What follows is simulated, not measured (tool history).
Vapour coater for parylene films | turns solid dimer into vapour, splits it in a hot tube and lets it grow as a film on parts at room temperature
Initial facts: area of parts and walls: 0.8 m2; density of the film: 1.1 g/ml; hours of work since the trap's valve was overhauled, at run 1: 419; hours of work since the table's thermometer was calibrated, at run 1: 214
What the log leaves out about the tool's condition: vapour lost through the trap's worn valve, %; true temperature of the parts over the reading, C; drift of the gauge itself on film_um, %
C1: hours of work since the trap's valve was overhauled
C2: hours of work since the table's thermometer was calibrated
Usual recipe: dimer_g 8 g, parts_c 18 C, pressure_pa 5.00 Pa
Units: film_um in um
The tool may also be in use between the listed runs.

run 1 day=0.000 | dimer_g=8 parts_c=18 pressure_pa=5.00 | C1=419 C2=214 | film_um=6.41
run 2 day=1.567 | dimer_g=8 parts_c=11 pressure_pa=5.00 | C1=439 C2=235 | film_um=7.96
run 3 day=4.217 | dimer_g=8 parts_c=23 pressure_pa=5.00 | C1=475 C2=270 | film_um=5.38
run 4 day=5.638 | dimer_g=8 parts_c=23 pressure_pa=5.00 | C1=494 C2=289 | film_um=5.38
run 5 day=8.008 | dimer_g=8 parts_c=23 pressure_pa=5.00 | C1=525 C2=321 | film_um=5.34
run 6 day=9.388 | dimer_g=8 parts_c=12 pressure_pa=5.00 | C1=544 C2=340 | film_um=7.58
run 7 day=11.921 | dimer_g=10 parts_c=12 pressure_pa=5.00 | C1=578 C2=373 | film_um=9.49
run 8 day=13.238 | dimer_g=10 parts_c=12 pressure_pa=5.00 | C1=595 C2=391 | film_um=9.32
-- day=14.717 trap's valve overhauled
run 9 day=14.717 | dimer_g=10 parts_c=12 pressure_pa=5.00 | C1=0 C2=408 | film_um=10.36
run 10 day=16.642 | dimer_g=10 parts_c=12 pressure_pa=5.00 | C1=26 C2=434 | film_um=10.23
run 11 day=19.175 | dimer_g=10 parts_c=12 pressure_pa=5.25 | C1=60 C2=468 | film_um=10.13
run 12 day=21.800 | dimer_g=8 parts_c=18 pressure_pa=5.00 | C1=95 C2=503 | film_um=6.72
run 13 day=24.142 | dimer_g=8 parts_c=18 pressure_pa=5.00 | C1=126 C2=534 | film_um=6.66
run 14 day=25.617 | dimer_g=8 parts_c=18 pressure_pa=5.00 | C1=146 C2=554 | film_um=6.67
run 15 day=28.054 | dimer_g=8 parts_c=19 pressure_pa=5.00 | C1=178 C2=587 | film_um=6.40
run 16 day=30.021 | dimer_g=8 parts_c=19 pressure_pa=5.00 | C1=204 C2=613 | film_um=6.42
run 17 day=32.738 | dimer_g=9 parts_c=18 pressure_pa=2.89 | C1=241 C2=649 | film_um=8.39
run 18 day=35.579 | dimer_g=3 parts_c=10 pressure_pa=2.89 | C1=279 C2=687 | film_um=3.19
run 19 day=38.367 | dimer_g=4 parts_c=13 pressure_pa=2.02 | C1=316 C2=724 | film_um=4.21
run 20 day=41.200 | dimer_g=10 parts_c=18 pressure_pa=5.00 | C1=354 C2=762 | film_um=8.04
run 21 day=43.325 | dimer_g=10 parts_c=18 pressure_pa=5.00 | C1=382 C2=790 | film_um=8.02
run 22 day=45.871 | dimer_g=11 parts_c=18 pressure_pa=5.00 | C1=416 C2=824 | film_um=8.73
-- day=46.108 table's thermometer calibrated
run 23 day=48.579 | dimer_g=4 parts_c=19 pressure_pa=3.76 | C1=452 C2=33 | film_um=3.29
run 24 day=49.912 | dimer_g=12 parts_c=19 pressure_pa=5.00 | C1=469 C2=51 | film_um=9.19
run 25 day=52.292 | dimer_g=12 parts_c=23 pressure_pa=2.05 | C1=501 C2=83 | film_um=9.97
run 26 day=54.058 | dimer_g=12 parts_c=23 pressure_pa=2.05 | C1=525 C2=106 | film_um=9.98
run 27 day=55.667 | dimer_g=12 parts_c=23 pressure_pa=2.05 | C1=546 C2=128 | film_um=9.90
run 28 day=57.388 | dimer_g=12 parts_c=23 pressure_pa=2.05 | C1=569 C2=151 | film_um=9.85
-- day=57.892 table's thermometer calibrated, once more
run 29 day=58.871 | dimer_g=5 parts_c=23 pressure_pa=2.05 | C1=588 C2=13 | film_um=4.10
-- day=61.042 trap's valve overhauled
run 30 day=61.646 | dimer_g=12 parts_c=27 pressure_pa=2.97 | C1=8 C2=48 | film_um=8.61
run 31 day=63.829 | dimer_g=12 parts_c=27 pressure_pa=2.97 | C1=37 C2=77 | film_um=8.61
run 32 day=66.346 | dimer_g=12 parts_c=27 pressure_pa=2.97 | C1=71 C2=111 | film_um=8.59

Alternative continuations, all from the tool just after run 32; predict every row:
run A day=68.529 | dimer_g=5 parts_c=27 pressure_pa=2.97 | C1=100 C2=140 | film_um=?
run B day=68.529 | dimer_g=11 parts_c=24 pressure_pa=5.00 | C1=100 C2=140 | film_um=?
run C day=68.529 | dimer_g=12 parts_c=27 pressure_pa=4.45 | C1=100 C2=140 | film_um=?
run D day=68.529 | dimer_g=12 parts_c=27 pressure_pa=3.75 | C1=100 C2=140 | film_um=?
run E day=68.529 | dimer_g=12 parts_c=27 pressure_pa=8.58 | C1=100 C2=140 | film_um=?

run=A film_um=3.55
run=B film_um=7.57
run=C film_um=7.73
run=D film_um=8.11
run=E film_um=6.66
Had the tool no hidden state, the same runs would have come out as:
run=A film_um=3.62
run=B film_um=7.71
run=C film_um=7.88
run=D film_um=8.26
run=E film_um=6.78
